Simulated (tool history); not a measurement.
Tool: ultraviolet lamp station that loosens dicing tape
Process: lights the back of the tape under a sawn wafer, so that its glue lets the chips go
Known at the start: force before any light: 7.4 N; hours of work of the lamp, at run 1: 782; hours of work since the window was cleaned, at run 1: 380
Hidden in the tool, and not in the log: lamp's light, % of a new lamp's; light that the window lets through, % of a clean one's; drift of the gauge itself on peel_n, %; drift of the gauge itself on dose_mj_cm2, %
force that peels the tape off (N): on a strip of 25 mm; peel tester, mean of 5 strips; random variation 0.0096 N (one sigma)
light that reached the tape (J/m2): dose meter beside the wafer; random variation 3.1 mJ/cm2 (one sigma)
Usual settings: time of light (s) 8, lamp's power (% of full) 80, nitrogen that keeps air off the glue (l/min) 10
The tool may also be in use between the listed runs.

run,hour,time of light (s),lamp's power (% of full),nitrogen that keeps air off the glue (l/min),hours of work of the lamp,hours of work since the window was cleaned,force that peels the tape off (N),light that reached the tape (J/m2)
1,0,8,80,10,782,380,0.947,3210
2,55.3,6,80,10,817,415,1.622,2340
3,120.9,6,80,10,858,456,1.644,2270
4,189.2,6,80,10,901,499,1.736,2240
5,245.1,6,80,10,936,534,1.774,2140
6,286.7,8,80,10,962,560,1.177,2780
7,374.8,8,80,10,1017,615,1.299,2710
# hour 434.4: lamp changed
8,437.3,14,80,10,2,654,0.199,6900
# hour 455.7: window cleaned of glue's vapour
9,534.7,14,80,10,63,50,0.242,6070
10,588.2,14,80,10,96,83,0.243,5880
11,672.9,8,80,10,149,136,0.898,3260
# hour 682.1: window cleaned of glue's vapour, once more
12,763.1,8,80,10,206,51,0.538,4260
13,818.9,15,80,10,241,86,0.168,7720
14,859,15,80,10,266,111,0.166,7630
15,916,15,80,10,301,147,0.179,7470
16,1000.6,15,80,10,354,200,0.175,7180
17,1064.9,15,80,10,395,240,0.181,6970
18,1121,8,75,8,430,275,0.917,3450
19,1193.3,8,75,8,475,321,0.974,3330
20,1249.3,8,75,8,510,356,1.036,3280
21,1325.7,7,66,13,558,404,1.39,2380
22,1387.5,7,66,13,597,442,1.399,2360
23,1432,4,72,14,625,470,2.782,1460
24,1506.5,8,64,10,672,517,1.453,2490
25,1597.8,13,80,18,729,574,0.318,4870
26,1651.6,13,62,4,763,608,1.128,3640
27,1729.6,13,91,4,812,657,0.566,5120

Run 28 comes next. What will it give?
# hour 1742.3: window cleaned of glue's vapour
28,1817.3,10,96,4,866,47,?,?

{"run 28": {"force that peels the tape off (N)": 0.709, "light that reached the tape (J/m2)": 4660}}
Without the tool's hidden state the same run would have given force that peels the tape off (N) 0.289, light that reached the tape (J/m2) 7080.
